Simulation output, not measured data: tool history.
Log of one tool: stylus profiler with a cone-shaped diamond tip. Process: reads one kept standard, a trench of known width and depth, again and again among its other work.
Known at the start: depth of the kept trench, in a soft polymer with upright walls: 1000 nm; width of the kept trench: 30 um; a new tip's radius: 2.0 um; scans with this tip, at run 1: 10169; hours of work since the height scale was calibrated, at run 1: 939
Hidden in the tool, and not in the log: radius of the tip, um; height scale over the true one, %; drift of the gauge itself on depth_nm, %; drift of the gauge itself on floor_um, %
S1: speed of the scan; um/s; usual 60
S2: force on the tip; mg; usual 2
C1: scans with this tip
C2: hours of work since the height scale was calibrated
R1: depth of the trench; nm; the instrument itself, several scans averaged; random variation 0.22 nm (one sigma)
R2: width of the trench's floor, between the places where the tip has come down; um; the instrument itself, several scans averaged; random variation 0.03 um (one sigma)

{"run": 1, "hour": 0.0, "S1": 60, "S2": 2, "C1": 10169, "C2": 939, "R1": 1009.32, "R2": 23.9}
{"run": 2, "hour": 108.0, "S1": 60, "S2": 2.81, "C1": 11024, "C2": 1017, "R1": 1010.76, "R2": 23.83}
{"run": 3, "hour": 164.7, "S1": 60, "S2": 1.52, "C1": 11472, "C2": 1059, "R1": 1008.76, "R2": 23.69}
{"run": 4, "hour": 240.7, "S1": 60, "S2": 1.52, "C1": 12072, "C2": 1114, "R1": 1009.36, "R2": 23.48}
{"run": 5, "hour": 348.9, "S1": 60, "S2": 1.52, "C1": 12929, "C2": 1193, "R1": 1009.43, "R2": 23.38}
{"run": 6, "hour": 416.1, "S1": 60, "S2": 1.52, "C1": 13459, "C2": 1242, "R1": 1009.6, "R2": 23.3}
{"hour": 445.0, "done": "new tip fitted, height scale calibrated"}
{"run": 7, "hour": 490.0, "S1": 68, "S2": 1.52, "C1": 356, "C2": 33, "R1": 1004.22, "R2": 26.07}
{"run": 8, "hour": 595.6, "S1": 68, "S2": 1.52, "C1": 1190, "C2": 110, "R1": 1004.6, "R2": 25.83}
{"hour": 605.3, "done": "height scale calibrated on a step standard"}
{"run": 9, "hour": 656.5, "S1": 68, "S2": 1.52, "C1": 1668, "C2": 37, "R1": 1004.94, "R2": 25.62}
{"run": 10, "hour": 738.6, "S1": 68, "S2": 1.52, "C1": 2317, "C2": 97, "R1": 1005.45, "R2": 25.49}
{"run": 11, "hour": 784.6, "S1": 95, "S2": 1.4, "C1": 2681, "C2": 131, "R1": 1005.2, "R2": 25.15}
{"hour": 863.7, "done": "height scale calibrated on a step standard, once more"}
{"run": 12, "hour": 895.9, "S1": 60, "S2": 2.42, "C1": 3557, "C2": 24, "R1": 1007.05, "R2": 25.23}
{"run": 13, "hour": 973.1, "S1": 60, "S2": 2.42, "C1": 4167, "C2": 80, "R1": 1006.56, "R2": 25.11}
{"run": 14, "hour": 1047.6, "S1": 38, "S2": 4.56, "C1": 4756, "C2": 134, "R1": 1010.34, "R2": 25.1}
{"run": 15, "hour": 1131.9, "S1": 17, "S2": 2.05, "C1": 5423, "C2": 196, "R1": 1006.67, "R2": 24.99}

The same runs without the tool's hidden state, with the same run-to-run variation:
run=1 R1=1005.49 R2=26.18
run=2 R1=1006.56 R2=26.27
run=3 R1=1004.39 R2=26.2
run=4 R1=1004.76 R2=26.1
run=5 R1=1004.51 R2=26.17
run=6 R1=1004.48 R2=26.18
run=7 R1=1004.45 R2=26.18
run=8 R1=1004.47 R2=26.17
run=9 R1=1004.52 R2=26.11
run=10 R1=1004.76 R2=26.15
run=11 R1=1004.35 R2=25.92
run=12 R1=1006.57 R2=26.22
run=13 R1=1005.84 R2=26.24
run=14 R1=1009.36 R2=26.38
run=15 R1=1005.42 R2=26.42
